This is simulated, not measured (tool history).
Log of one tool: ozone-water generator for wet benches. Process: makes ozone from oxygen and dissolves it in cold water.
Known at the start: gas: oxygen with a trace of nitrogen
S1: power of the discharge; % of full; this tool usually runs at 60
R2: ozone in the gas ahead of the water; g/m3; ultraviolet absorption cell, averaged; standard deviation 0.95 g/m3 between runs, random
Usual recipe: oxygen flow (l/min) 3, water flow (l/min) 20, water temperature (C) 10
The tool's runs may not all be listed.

Run 1, day 0: usual settings. Result: dissolved ozone (ppm) 14.2, R2 161.4 g/m3.
Run 2, day 6: usual settings. Result: dissolved ozone (ppm) 14.2, R2 162.7 g/m3.
Run 3, day 9.792: usual settings. Result: dissolved ozone (ppm) 14, R2 162.1 g/m3.
Run 4, day 13.138: usual settings but oxygen flow (l/min) 1.76. Result: dissolved ozone (ppm) 11.7, R2 203.8 g/m3.
Run 5, day 16.783: usual settings but oxygen flow (l/min) 1.76. Result: dissolved ozone (ppm) 11.8, R2 202.9 g/m3.
Run 6, day 21.538: usual settings but oxygen flow (l/min) 1.76. Result: dissolved ozone (ppm) 11.9, R2 202.4 g/m3.
Run 7, day 25.504: usual settings but water temperature (C) 13. Result: dissolved ozone (ppm) 13.6, R2 162 g/m3.
Run 8, day 28.271: usual settings. Result: dissolved ozone (ppm) 14.2, R2 160.3 g/m3.
At day 31.108: contactor cleaned.
Run 9, day 32.088: usual settings. Result: dissolved ozone (ppm) 14.2, R2 159.9 g/m3.
Run 10, day 35.425: usual settings. Result: dissolved ozone (ppm) 13.7, R2 159.7 g/m3.
Run 11, day 41.567: usual settings but water temperature (C) 14. Result: dissolved ozone (ppm) 13.6, R2 159.2 g/m3.
Run 12, day 47.425: usual settings but water temperature (C) 14. Result: dissolved ozone (ppm) 13.7, R2 158.5 g/m3.
Run 13, day 50.108: usual settings. Result: dissolved ozone (ppm) 14.2, R2 160.2 g/m3.
Run 14, day 54.646: usual settings but water flow (l/min) 26. Result: dissolved ozone (ppm) 11.2, R2 159.1 g/m3.
Run 15, day 60.192: usual settings but water flow (l/min) 26. Result: dissolved ozone (ppm) 11.2, R2 159.9 g/m3.
Run 16, day 64.146: usual settings but water flow (l/min) 26. Result: dissolved ozone (ppm) 11, R2 156.2 g/m3.
Run 17, day 70.333: usual settings but water flow (l/min) 26. Result: dissolved ozone (ppm) 11.1, R2 158.8 g/m3.
Run 18, day 75: usual settings but water flow (l/min) 26. Result: dissolved ozone (ppm) 11, R2 157.7 g/m3.
Run 19, day 79.05: usual settings but S1 49 % of full, oxygen flow (l/min) 2.54, water flow (l/min) 16. Result: dissolved ozone (ppm) 13.7, R2 143.7 g/m3.
Run 20, day 84.7: usual settings but oxygen flow (l/min) 2.36, water temperature (C) 11. Result: dissolved ozone (ppm) 13, R2 174.7 g/m3.
Run 21, day 90.646: usual settings but oxygen flow (l/min) 2.36, water temperature (C) 11. Result: dissolved ozone (ppm) 12.8, R2 173.8 g/m3.
Run 22, day 94.142: usual settings but oxygen flow (l/min) 2.36, water temperature (C) 11. Result: dissolved ozone (ppm) 12.9, R2 174.4 g/m3.
Run 23, day 99.512: usual settings but oxygen flow (l/min) 2.36, water temperature (C) 11. Result: dissolved ozone (ppm) 13, R2 174.8 g/m3.
At day 100.154: gauge calibrated.
Run 24, day 102.821: usual settings but oxygen flow (l/min) 2.36, water flow (l/min) 31, water temperature (C) 9. Result: dissolved ozone (ppm) 8.7, R2 180.5 g/m3.
Run 25, day 109.171: usual settings but oxygen flow (l/min) 2.36, water flow (l/min) 31, water temperature (C) 9. Result: dissolved ozone (ppm) 8.6, R2 179.4 g/m3.
Run 26, day 114.996: usual settings but S1 58 % of full, oxygen flow (l/min) 3.18, water flow (l/min) 30, water temperature (C) 13. Result: dissolved ozone (ppm) 9.4, R2 152.1 g/m3.

What will run 27 give?
Run 27, day 120.404: usual settings but S1 58 % of full, oxygen flow (l/min) 3.18, water flow (l/min) 30, water temperature (C) 13. Result: dissolved ozone (ppm) ?, R2 ?.

dissolved ozone (ppm): 9.3
R2: 151.9 g/m3
The same run, on a tool lacking any hidden state, would have yielded dissolved ozone (ppm) 9.3, R2 152.9 g/m3.

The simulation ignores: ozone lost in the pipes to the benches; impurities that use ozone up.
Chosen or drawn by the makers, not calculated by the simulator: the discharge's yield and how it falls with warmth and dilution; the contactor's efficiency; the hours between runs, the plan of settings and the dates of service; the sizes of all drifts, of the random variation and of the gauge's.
